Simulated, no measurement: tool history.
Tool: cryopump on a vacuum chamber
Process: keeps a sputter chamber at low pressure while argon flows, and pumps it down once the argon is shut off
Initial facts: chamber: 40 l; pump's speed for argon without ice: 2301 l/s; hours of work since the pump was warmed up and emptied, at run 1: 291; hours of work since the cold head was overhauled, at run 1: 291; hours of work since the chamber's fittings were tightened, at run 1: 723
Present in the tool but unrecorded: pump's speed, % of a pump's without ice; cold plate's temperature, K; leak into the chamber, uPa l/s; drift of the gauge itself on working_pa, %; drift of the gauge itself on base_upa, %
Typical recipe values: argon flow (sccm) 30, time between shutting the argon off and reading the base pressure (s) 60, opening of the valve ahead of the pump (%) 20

run	day	argon flow (sccm)	time between shutting the argon off and reading the base pressure (s)	opening of the valve ahead of the pump (%)	hours of work since the pump was warmed up and emptied	hours of work since the cold head was overhauled	hours of work since the chamber's fittings were tightened	pressure while argon flows (Pa)	pressure after the wait (uPa)
1	0	30	60	20	291	291	723	0.1131	1.64
2	0.546	30	97	20	298	298	730	0.113	1.36
3	0.95	55	60	20	304	304	736	0.2051	1.66
4	1.512	55	60	20	311	311	743	0.205	1.64
5	2.121	55	60	20	319	319	751	0.2052	1.71
6	2.429	55	60	20	323	323	755	0.2075	1.72
7	2.762	55	60	20	327	327	759	0.2059	1.73
8	3.167	55	60	20	333	333	765	0.2076	1.64
9	3.479	39	234	21	337	337	769	0.1409	1.17
10	3.85	30	56	26	342	342	774	0.088	1.74
11	4.346	25	68	22	348	348	780	0.0856	1.62
12	4.771	49	69	25	354	354	786	0.15	1.62
13	5.204	14	233	20	359	359	791	0.0527	1.19
14	5.829	45	22	20	367	367	800	0.17	3
15	6.362	32	132	58	374	374	806	0.0443	1.34
16	6.654	32	226	58	378	378	810	0.0441	1.29

Here are 3 independent what-if runs from the current tool condition. What would each one return?
A	6.938	14	60	20	382	382	814	?	?
B	6.938	32	140	24	382	382	814	?	?
C	6.938	32	240	58	382	382	814	?	?

run	pressure while argon flows (Pa)	pressure after the wait (uPa)
A	0.0523	1.77
B	0.1028	1.31
C	0.044	1.26
The same runs, with their run-to-run variation unchanged, on a tool lacking any hidden condition would have given:
run	pressure while argon flows (Pa)	pressure after the wait (uPa)
A	0.0508	0.84
B	0.0993	0.4
C	0.0405	0.33

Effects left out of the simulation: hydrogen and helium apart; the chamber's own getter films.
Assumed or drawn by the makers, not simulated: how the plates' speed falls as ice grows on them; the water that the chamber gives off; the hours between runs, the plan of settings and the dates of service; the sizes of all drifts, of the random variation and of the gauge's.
